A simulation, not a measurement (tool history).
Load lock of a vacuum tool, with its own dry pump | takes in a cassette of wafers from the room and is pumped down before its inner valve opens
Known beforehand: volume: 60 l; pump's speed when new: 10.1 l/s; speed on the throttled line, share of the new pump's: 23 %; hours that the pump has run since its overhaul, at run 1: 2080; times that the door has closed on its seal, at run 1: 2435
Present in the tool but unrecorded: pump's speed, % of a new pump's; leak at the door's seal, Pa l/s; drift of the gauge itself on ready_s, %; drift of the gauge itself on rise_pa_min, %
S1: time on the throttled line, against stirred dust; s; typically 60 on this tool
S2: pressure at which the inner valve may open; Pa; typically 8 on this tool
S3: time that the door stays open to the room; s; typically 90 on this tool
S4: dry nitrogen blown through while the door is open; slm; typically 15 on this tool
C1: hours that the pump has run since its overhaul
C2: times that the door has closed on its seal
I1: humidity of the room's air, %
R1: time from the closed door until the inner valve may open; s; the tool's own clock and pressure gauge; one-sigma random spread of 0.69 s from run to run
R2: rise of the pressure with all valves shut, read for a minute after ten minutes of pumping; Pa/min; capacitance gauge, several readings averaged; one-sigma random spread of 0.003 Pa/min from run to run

Run 1, day 0.000: usual settings; C1 2080; C2 2435; I1 46.0. Result: R1 103.0 s, R2 0.048 Pa/min.
Run 2, day 2.642: usual settings; C1 2143; C2 2602; I1 46.2. Result: R1 103.8 s, R2 0.049 Pa/min.
Run 3, day 6.175: usual settings; C1 2228; C2 2825; I1 46.1. Result: R1 104.3 s, R2 0.056 Pa/min.
Run 4, day 11.862: usual settings; C1 2364; C2 3185; I1 45.5. Result: R1 103.0 s, R2 0.054 Pa/min.
Run 5, day 17.538: usual settings but S1 41 s; C1 2500; C2 3543; I1 44.2. Result: R1 89.6 s, R2 0.064 Pa/min.
Run 6, day 20.462: usual settings but S1 41 s; C1 2571; C2 3728; I1 46.8. Result: R1 89.8 s, R2 0.060 Pa/min.
Run 7, day 25.296: usual settings; C1 2687; C2 4033; I1 44.0. Result: R1 104.5 s, R2 0.064 Pa/min.
Run 8, day 28.908: usual settings but S1 39 s; C1 2773; C2 4261; I1 46.6. Result: R1 88.0 s, R2 0.067 Pa/min.
Run 9, day 32.383: usual settings but S1 39 s; C1 2857; C2 4481; I1 46.1. Result: R1 88.7 s, R2 0.072 Pa/min.
Run 10, day 37.671: usual settings but S1 39 s; C1 2984; C2 4815; I1 43.4. Result: R1 89.7 s, R2 0.077 Pa/min.
Run 11, day 40.262: usual settings but S1 39 s; C1 3046; C2 4979; I1 45.8. Result: R1 89.1 s, R2 0.080 Pa/min.
Run 12, day 45.788: usual settings but S3 69 s; C1 3178; C2 5328; I1 44.0. Result: R1 104.6 s, R2 0.075 Pa/min.
Run 13, day 50.492: usual settings; C1 3291; C2 5625; I1 46.1. Result: R1 105.9 s, R2 0.087 Pa/min.
Run 14, day 54.650: usual settings; C1 3391; C2 5887; I1 48.4. Result: R1 105.1 s, R2 0.087 Pa/min.
Run 15, day 57.488: usual settings but S2 9 Pa, S3 105 s; C1 3459; C2 6067; I1 44.8. Result: R1 103.5 s, R2 0.092 Pa/min.
Run 16, day 60.721: usual settings but S1 111 s, S2 15 Pa; C1 3537; C2 6271; I1 42.9. Result: R1 138.8 s, R2 0.090 Pa/min.
Run 17, day 66.242: usual settings but S1 111 s, S2 15 Pa, S4 5 slm; C1 3669; C2 6620; I1 47.3. Result: R1 138.8 s, R2 0.116 Pa/min.
Run 18, day 69.458: usual settings but S1 111 s, S2 15 Pa, S4 5 slm; C1 3747; C2 6823; I1 40.3. Result: R1 139.8 s, R2 0.116 Pa/min.
Run 19, day 72.433: usual settings but S1 111 s, S2 15 Pa, S4 5 slm; C1 3818; C2 7011; I1 44.4. Result: R1 141.6 s, R2 0.120 Pa/min.
Run 20, day 77.496: usual settings but S1 111 s, S2 15 Pa, S4 5 slm; C1 3939; C2 7330; I1 44.5. Result: R1 140.5 s, R2 0.126 Pa/min.
Run 21, day 82.625: usual settings but S1 106 s, S2 6 Pa, S3 38 s, S4 36 slm; C1 4063; C2 7654; I1 44.7. Result: R1 141.9 s, R2 0.094 Pa/min.
Run 22, day 87.283: usual settings but S1 106 s, S2 6 Pa, S3 38 s, S4 36 slm; C1 4174; C2 7949; I1 44.2. Result: R1 143.4 s, R2 0.093 Pa/min.
Run 23, day 92.783: usual settings but S2 9 Pa, S3 25 s, S4 29 slm; C1 4306; C2 8296; I1 44.9. Result: R1 103.8 s, R2 0.103 Pa/min.
Run 24, day 95.579: usual settings but S2 9 Pa, S3 25 s, S4 29 slm; C1 4373; C2 8473; I1 44.1. Result: R1 106.0 s, R2 0.097 Pa/min.
Run 25, day 100.025: usual settings but S1 39 s, S2 10 Pa, S3 58 s, S4 5 slm; C1 4480; C2 8753; I1 45.9. Result: R1 88.2 s, R2 0.138 Pa/min.
Run 26, day 104.258: usual settings but S1 39 s, S2 10 Pa, S3 58 s, S4 5 slm; C1 4582; C2 9021; I1 47.2. Result: R1 88.9 s, R2 0.141 Pa/min.
Run 27, day 107.392: usual settings but S3 174 s, S4 14 slm; C1 4657; C2 9219; I1 44.5. Result: R1 106.1 s, R2 0.158 Pa/min.

What if the next run were any one of these 3? Each begins from the tool's condition after run 27:
Run A, day 113.038: usual settings but S1 53 s, S2 10 Pa, S4 42 slm; C1 4792; C2 9575; I1 44.9. Result: R1 ?, R2 ?.
Run B, day 113.038: usual settings but S3 87 s, S4 23 slm; C1 4792; C2 9575; I1 46.1. Result: R1 ?, R2 ?.
Run C, day 113.038: usual settings but S1 98 s, S3 174 s, S4 36 slm; C1 4792; C2 9575; I1 44.3. Result: R1 ?, R2 ?.

run     R1     R2
  A   99.3  0.130
  B  106.5  0.136
  C  135.6  0.135
Had the tool no hidden state, the same runs would have come out as:
run     R1     R2
  A   96.8  0.021
  B  103.9  0.027
  C  133.5  0.027
